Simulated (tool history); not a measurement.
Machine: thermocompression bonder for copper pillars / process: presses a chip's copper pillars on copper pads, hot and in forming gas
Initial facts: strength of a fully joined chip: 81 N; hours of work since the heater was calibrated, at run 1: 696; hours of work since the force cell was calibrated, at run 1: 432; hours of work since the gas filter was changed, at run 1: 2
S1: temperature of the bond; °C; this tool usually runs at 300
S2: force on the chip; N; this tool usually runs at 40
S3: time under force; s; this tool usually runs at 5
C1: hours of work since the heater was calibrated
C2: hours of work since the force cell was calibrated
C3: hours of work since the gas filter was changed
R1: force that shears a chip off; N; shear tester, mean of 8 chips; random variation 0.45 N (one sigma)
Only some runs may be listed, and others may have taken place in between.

run,day,S1,S2,S3,C1,C2,C3,R1
1,0,300,40,5,696,432,2,38.1
2,0.425,300,40,5,703,439,9,37.5
3,0.842,300,40,5,710,446,16,37.3
4,1.3,300,40,5,718,453,23,37.8
5,1.825,300,40,5,727,462,32,37.7
6,2.308,300,40,5,735,470,40,37.9
7,2.867,300,33,5,744,479,49,31.7
8,3.488,303,40,5,754,490,60,38.8
9,3.775,300,50,5,759,494,65,43.2
10,4.288,300,50,5,768,503,73,44
11,4.767,300,50,5,776,511,81,43.8
12,5.358,300,50,5,785,521,91,43.2
13,5.775,283,56,4,792,528,98,35.6
14,6.338,324,26,5,802,537,107,34.4
15,6.842,324,26,5,810,546,116,34.1
16,7.275,308,25,5,817,553,123,26.4
17,7.933,300,40,5,828,564,134,37
18,8.342,320,34,3,835,571,141,33.7
19,8.967,293,60,11,846,581,151,57.4
20,9.367,293,60,11,852,588,158,56.4
21,9.796,325,60,11,859,595,165,71.1
22,10.354,315,30,14,869,604,174,49
23,10.842,317,40,5,877,612,182,43.3
24,11.333,317,40,5,885,620,190,43.3

Alternative continuations, all from the tool just after run 24; predict every row:
A,11.879,300,30,3,894,629,200,?
B,11.879,300,40,3,894,629,200,?
C,11.879,325,37,5,894,629,200,?

run,R1
A,22.7
B,29.1
C,45.3
Take away the tool's hidden state, keep each run's random variation, and the runs would have read:
run,R1
A,27.3
B,34.7
C,52
